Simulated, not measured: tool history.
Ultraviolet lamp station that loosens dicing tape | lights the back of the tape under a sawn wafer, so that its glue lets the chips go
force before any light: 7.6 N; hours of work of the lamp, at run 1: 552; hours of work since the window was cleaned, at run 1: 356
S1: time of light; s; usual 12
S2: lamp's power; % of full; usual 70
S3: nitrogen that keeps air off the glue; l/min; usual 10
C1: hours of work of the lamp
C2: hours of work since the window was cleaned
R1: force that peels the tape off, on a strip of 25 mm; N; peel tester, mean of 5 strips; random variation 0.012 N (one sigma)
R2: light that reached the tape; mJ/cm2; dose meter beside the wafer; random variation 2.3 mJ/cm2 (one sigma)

Run 1, hour 0: usual settings; C1 552; C2 356. Result: R1 0.927 N, R2 193 mJ/cm2.
Run 2, hour 39.3: usual settings; C1 573; C2 376. Result: R1 0.906 N, R2 186 mJ/cm2.
Run 3, hour 61.9: usual settings; C1 585; C2 388. Result: R1 0.936 N, R2 192 mJ/cm2.
Run 4, hour 88.1: usual settings; C1 598; C2 402. Result: R1 0.927 N, R2 188 mJ/cm2.
Run 5, hour 128.1: usual settings; C1 619; C2 423. Result: R1 0.943 N, R2 187 mJ/cm2.
Run 6, hour 153: usual settings; C1 632; C2 436. Result: R1 0.987 N, R2 184 mJ/cm2.
At hour 167.8: window cleaned of glue's vapour.
Run 7, hour 182.7: usual settings but S3 4 l/min; C1 648; C2 8. Result: R1 1.432 N, R2 195 mJ/cm2.
Run 8, hour 207.5: usual settings but S3 4 l/min; C1 661; C2 21. Result: R1 1.495 N, R2 197 mJ/cm2.
Run 9, hour 224.2: usual settings but S3 6 l/min; C1 669; C2 30. Result: R1 1.109 N, R2 202 mJ/cm2.
Run 10, hour 255.1: usual settings; C1 686; C2 46. Result: R1 0.867 N, R2 190 mJ/cm2.
Run 11, hour 284.3: usual settings but S1 23 s; C1 701; C2 61. Result: R1 0.215 N, R2 368 mJ/cm2.
Run 12, hour 310.4: usual settings but S3 4 l/min; C1 715; C2 75. Result: R1 1.495 N, R2 193 mJ/cm2.
Run 13, hour 336.8: usual settings; C1 728; C2 88. Result: R1 0.921 N, R2 191 mJ/cm2.
Run 14, hour 371.7: usual settings; C1 747; C2 107. Result: R1 0.936 N, R2 188 mJ/cm2.
Run 15, hour 410.3: usual settings; C1 767; C2 127. Result: R1 0.97 N, R2 187 mJ/cm2.
Run 16, hour 437.4: usual settings; C1 781; C2 141. Result: R1 0.952 N, R2 181 mJ/cm2.
Run 17, hour 453.8: usual settings; C1 790; C2 150. Result: R1 0.992 N, R2 184 mJ/cm2.
Run 18, hour 470.2: usual settings; C1 798; C2 158. Result: R1 0.974 N, R2 184 mJ/cm2.
Run 19, hour 505.8: usual settings but S1 7 s; C1 817; C2 177. Result: R1 2.088 N, R2 107 mJ/cm2.
Run 20, hour 528.8: usual settings but S2 79 % of full; C1 829; C2 189. Result: R1 0.846 N, R2 207 mJ/cm2.
Run 21, hour 563.8: usual settings; C1 847; C2 207. Result: R1 1.047 N, R2 180 mJ/cm2.
Run 22, hour 597.2: usual settings; C1 865; C2 225. Result: R1 1.053 N, R2 176 mJ/cm2.
Run 23, hour 627.7: usual settings but S1 10 s; C1 881; C2 241. Result: R1 1.493 N, R2 145 mJ/cm2.
Run 24, hour 657.4: usual settings but S1 9 s, S3 3 l/min; C1 896; C2 256. Result: R1 2.681 N, R2 133 mJ/cm2.
Run 25, hour 685.2: usual settings but S1 6 s, S2 71 % of full, S3 3 l/min; C1 911; C2 271. Result: R1 3.78 N, R2 90 mJ/cm2.
Run 26, hour 718.1: usual settings but S3 3 l/min; C1 928; C2 288. Result: R1 2.135 N, R2 170 mJ/cm2.
Run 27, hour 736.4: usual settings but S3 3 l/min; C1 937; C2 297. Result: R1 2.126 N, R2 171 mJ/cm2.
Run 28, hour 771.9: usual settings but S1 8 s, S2 67 % of full, S3 3 l/min; C1 956; C2 316. Result: R1 3.255 N, R2 108 mJ/cm2.
Run 29, hour 801.6: usual settings but S1 8 s, S2 67 % of full, S3 3 l/min; C1 972; C2 332. Result: R1 3.236 N, R2 104 mJ/cm2.
Run 30, hour 835.1: usual settings but S1 8 s, S2 67 % of full, S3 3 l/min; C1 989; C2 349. Result: R1 3.317 N, R2 103 mJ/cm2.
Run 31, hour 862.4: usual settings but S2 78 % of full, S3 8 l/min; C1 1003; C2 363. Result: R1 1.133 N, R2 181 mJ/cm2.
Run 32, hour 900.7: usual settings but S2 63 % of full, S3 8 l/min; C1 1023; C2 383. Result: R1 1.644 N, R2 142 mJ/cm2.
Run 33, hour 928: usual settings but S1 11 s, S2 87 % of full, S3 8 l/min; C1 1038; C2 398. Result: R1 1.141 N, R2 182 mJ/cm2.
Run 34, hour 957.7: usual settings but S1 11 s, S2 87 % of full, S3 8 l/min; C1 1053; C2 413. Result: R1 1.126 N, R2 182 mJ/cm2.
Run 35, hour 992.4: usual settings but S1 13 s, S2 93 % of full; C1 1071; C2 431. Result: R1 0.646 N, R2 221 mJ/cm2.
Run 36, hour 1011.9: usual settings but S1 22 s; C1 1081; C2 442. Result: R1 0.374 N, R2 287 mJ/cm2.
At hour 1015.4: window cleaned of glue's vapour.
Run 37, hour 1035.9: usual settings but S1 15 s, S3 5 l/min; C1 1094; C2 11. Result: R1 1.17 N, R2 206 mJ/cm2.
Run 38, hour 1052.7: usual settings but S1 15 s, S3 13 l/min; C1 1103; C2 20. Result: R1 0.669 N, R2 206 mJ/cm2.
Run 39, hour 1071.3: usual settings but S1 22 s, S3 12 l/min; C1 1112; C2 29. Result: R1 0.309 N, R2 301 mJ/cm2.
Run 40, hour 1098.9: usual settings but S1 22 s, S3 12 l/min; C1 1127; C2 44. Result: R1 0.305 N, R2 294 mJ/cm2.
At hour 1123.5: lamp changed.
Run 41, hour 1123.5: usual settings but S1 16 s, S2 66 % of full, S3 5 l/min; C1 0; C2 56. Result: R1 0.578 N, R2 294 mJ/cm2.
Run 42, hour 1163.5: usual settings but S1 18 s, S2 82 % of full, S3 5 l/min; C1 21; C2 77. Result: R1 0.273 N, R2 413 mJ/cm2.
Run 43, hour 1194.9: usual settings but S1 18 s, S2 82 % of full, S3 5 l/min; C1 37; C2 93. Result: R1 0.276 N, R2 411 mJ/cm2.

Forecast each of these 3 alternatives for the next run:
Run A, hour 1217.3: usual settings but S1 20 s, S2 87 % of full; C1 49; C2 105. Result: R1 ?, R2 ?.
Run B, hour 1217.3: usual settings but S2 80 % of full, S3 3 l/min; C1 49; C2 105. Result: R1 ?, R2 ?.
Run C, hour 1217.3: usual settings but S1 18 s, S2 83 % of full, S3 13 l/min; C1 49; C2 105. Result: R1 ?, R2 ?.

run     R1   R2
  A  0.156  473
  B  1.046  264
  C  0.154  412
Without the tool's hidden state the same runs would have given:
run     R1   R2
  A  0.148  500
  B  0.941  279
  C  0.143  436
